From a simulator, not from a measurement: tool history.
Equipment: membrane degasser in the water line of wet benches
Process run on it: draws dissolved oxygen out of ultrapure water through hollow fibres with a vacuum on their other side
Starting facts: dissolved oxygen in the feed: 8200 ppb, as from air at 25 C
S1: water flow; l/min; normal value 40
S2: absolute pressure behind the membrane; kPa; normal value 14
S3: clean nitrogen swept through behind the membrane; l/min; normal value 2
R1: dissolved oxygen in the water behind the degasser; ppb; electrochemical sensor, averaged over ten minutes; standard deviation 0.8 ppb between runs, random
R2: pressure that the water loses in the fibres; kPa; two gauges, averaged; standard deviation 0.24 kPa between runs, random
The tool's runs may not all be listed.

Run 1, day 0: usual settings. Result: R1 467.5 ppb, R2 65.84 kPa.
Run 2, day 11.621: usual settings but S1 41 l/min. Result: R1 477.5 ppb, R2 67.73 kPa.
Run 3, day 20.054: usual settings but S1 41 l/min. Result: R1 479.6 ppb, R2 67.31 kPa.
Run 4, day 28.288: usual settings but S1 41 l/min. Result: R1 479 ppb, R2 67.75 kPa.
Run 5, day 33.575: usual settings but S1 41 l/min. Result: R1 479.6 ppb, R2 68.39 kPa.
Run 6, day 44.679: usual settings but S1 41 l/min. Result: R1 480.8 ppb, R2 67.87 kPa.
Run 7, day 52.562: usual settings but S2 20.9 kPa. Result: R1 741.3 ppb, R2 66.54 kPa.
Run 8, day 59.083: usual settings but S2 20.9 kPa. Result: R1 743.2 ppb, R2 66.26 kPa.
Run 9, day 69.092: usual settings but S3 1.61 l/min. Result: R1 561.6 ppb, R2 66.58 kPa.
Run 10, day 77.3: usual settings but S3 1.61 l/min. Result: R1 561.4 ppb, R2 66.38 kPa.
Run 11, day 85.408: usual settings but S3 2.34 l/min. Result: R1 412.9 ppb, R2 66.66 kPa.
Run 12, day 94.283: usual settings. Result: R1 470.5 ppb, R2 66.47 kPa.
Run 13, day 99.658: usual settings. Result: R1 471.6 ppb, R2 66.77 kPa.
Run 14, day 111.171: usual settings but S2 34.6 kPa. Result: R1 1233 ppb, R2 66.74 kPa.
At day 122.096: vacuum gauge calibrated.
Run 15, day 122.325: usual settings but S3 4.35 l/min. Result: R1 241.2 ppb, R2 66.75 kPa.
Run 16, day 131.142: usual settings. Result: R1 470.3 ppb, R2 67.03 kPa.
Run 17, day 141.225: usual settings but S1 49 l/min, S2 30.4 kPa. Result: R1 1271.8 ppb, R2 81.5 kPa.
Run 18, day 147.329: usual settings but S1 34 l/min, S2 10.6 kPa, S3 1.4 l/min. Result: R1 385.1 ppb, R2 57.17 kPa.
Run 19, day 155.346: usual settings but S1 34 l/min, S2 10.6 kPa, S3 1.4 l/min. Result: R1 383.4 ppb, R2 56.7 kPa.
Run 20, day 165.542: usual settings but S1 41 l/min, S3 3.34 l/min. Result: R1 311.8 ppb, R2 68.63 kPa.
At day 170.538: seals of the vacuum lines changed.
Run 21, day 175.233: usual settings but S3 3.26 l/min. Result: R1 309.9 ppb, R2 67.09 kPa.
Run 22, day 186.188: usual settings but S2 22.6 kPa. Result: R1 801.6 ppb, R2 67.22 kPa.
Run 23, day 197.492: usual settings but S2 9.6 kPa. Result: R1 288.1 ppb, R2 67.03 kPa.

Run 24 is up next; what results do you expect?
Run 24, day 206.738: usual settings but S3 4.78 l/min. Result: R1 ?, R2 ?.

{"run 24": {"R1": 221.3, "R2": 67.23}}
Take away the tool's hidden state, keep the run-to-run variation as it was, and the same run would have given R1 217.6 ppb, R2 64.05 kPa.
